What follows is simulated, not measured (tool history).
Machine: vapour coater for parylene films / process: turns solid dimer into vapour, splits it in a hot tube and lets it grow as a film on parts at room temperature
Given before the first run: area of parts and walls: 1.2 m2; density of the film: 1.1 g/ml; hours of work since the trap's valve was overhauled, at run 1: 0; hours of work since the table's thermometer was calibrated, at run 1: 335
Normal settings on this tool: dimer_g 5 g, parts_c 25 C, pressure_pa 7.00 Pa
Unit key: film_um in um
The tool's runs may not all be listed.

run,hour,dimer_g,parts_c,pressure_pa,hours of work since the trap's valve was overhauled,hours of work since the table's thermometer was calibrated,film_um
1,0.0,5,25,7.00,0,335,1.998
2,16.9,5,25,7.00,15,350,1.993
3,31.9,5,18,7.00,28,363,2.560
4,51.9,5,18,7.00,46,381,2.559
5,61.1,5,18,7.00,54,389,2.546
6,79.1,5,25,7.00,70,405,1.994
7,98.0,5,25,7.00,87,422,1.991
8,117.2,5,25,7.00,104,439,1.986
9,130.0,5,25,7.00,115,450,1.989
10,143.9,5,25,7.00,127,462,1.989
11,156.7,5,25,7.00,139,474,1.976
12,167.3,5,25,7.00,148,483,1.988
13,178.4,5,25,7.00,158,493,1.983
14,192.1,5,25,7.00,170,505,1.988
15,208.5,5,25,7.00,184,519,1.986
16,224.7,5,32,7.00,199,534,1.542
17,238.2,5,32,7.00,211,546,1.544
18,253.1,5,32,7.00,224,559,1.539
19,266.1,5,32,7.00,235,570,1.538
20,278.4,5,32,7.00,246,581,1.538
21,297.8,5,32,7.00,263,598,1.537
22,316.1,5,21,7.00,279,615,2.283
23,334.5,3,25,7.00,296,631,1.183
24,351.1,4,25,7.00,310,646,1.571
25,361.3,6,25,7.00,319,655,2.368
26,377.7,4,18,2.98,334,669,2.383
27,393.7,6,25,7.00,348,683,2.352
28,406.6,5,32,2.19,360,695,1.917
29,420.3,5,32,2.19,372,707,1.919
30,432.9,3,18,7.00,383,718,1.505
31,445.2,7,35,10.27,394,729,1.785
32,457.7,3,22,4.02,405,740,1.459
33,474.6,3,37,4.63,420,755,0.829
34,489.4,2,18,8.28,433,768,0.972
35,504.4,4,25,6.44,446,781,1.595
36,519.0,6,25,10.24,459,794,2.186
37,533.0,6,25,4.46,471,806,2.559
38,551.6,6,25,4.46,488,823,2.561
39,560.2,8,25,4.46,495,830,3.409
40,572.2,3,28,2.13,506,841,1.325
41,582.9,5,28,2.13,515,850,2.216
42,600.7,5,36,7.00,531,866,1.313
43,619.6,3,23,7.25,548,883,1.245
44,636.4,4,19,7.00,563,898,1.930
45,647.4,8,29,2.97,572,908,3.192
46,664.5,8,29,2.97,588,923,3.186

Measured less the same run without the tool's hidden state. The same run-to-run variation is in both; the gauge's scatter may not be:
Hidden conditions of the tool in this case: vapour lost through the trap's worn valve, %; true temperature of the parts over the reading, C; drift of the gauge itself on film_um, %.
run,film_um
1,+0.027
2,+0.026
3,+0.032
4,+0.030
5,+0.029
6,+0.021
7,+0.020
8,+0.018
9,+0.016
10,+0.016
11,+0.014
12,+0.014
13,+0.012
14,+0.012
15,+0.011
16,+0.007
17,+0.006
18,+0.005
19,+0.004
20,+0.003
21,+0.003
22,+0.002
23,+0.000
24,-0.001
25,-0.003
26,-0.004
27,-0.006
28,-0.005
29,-0.007
30,-0.006
31,-0.008
32,-0.007
33,-0.004
34,-0.007
35,-0.011
36,-0.016
37,-0.020
38,-0.023
39,-0.032
40,-0.013
41,-0.023
42,-0.014
43,-0.015
44,-0.024
45,-0.042
46,-0.044
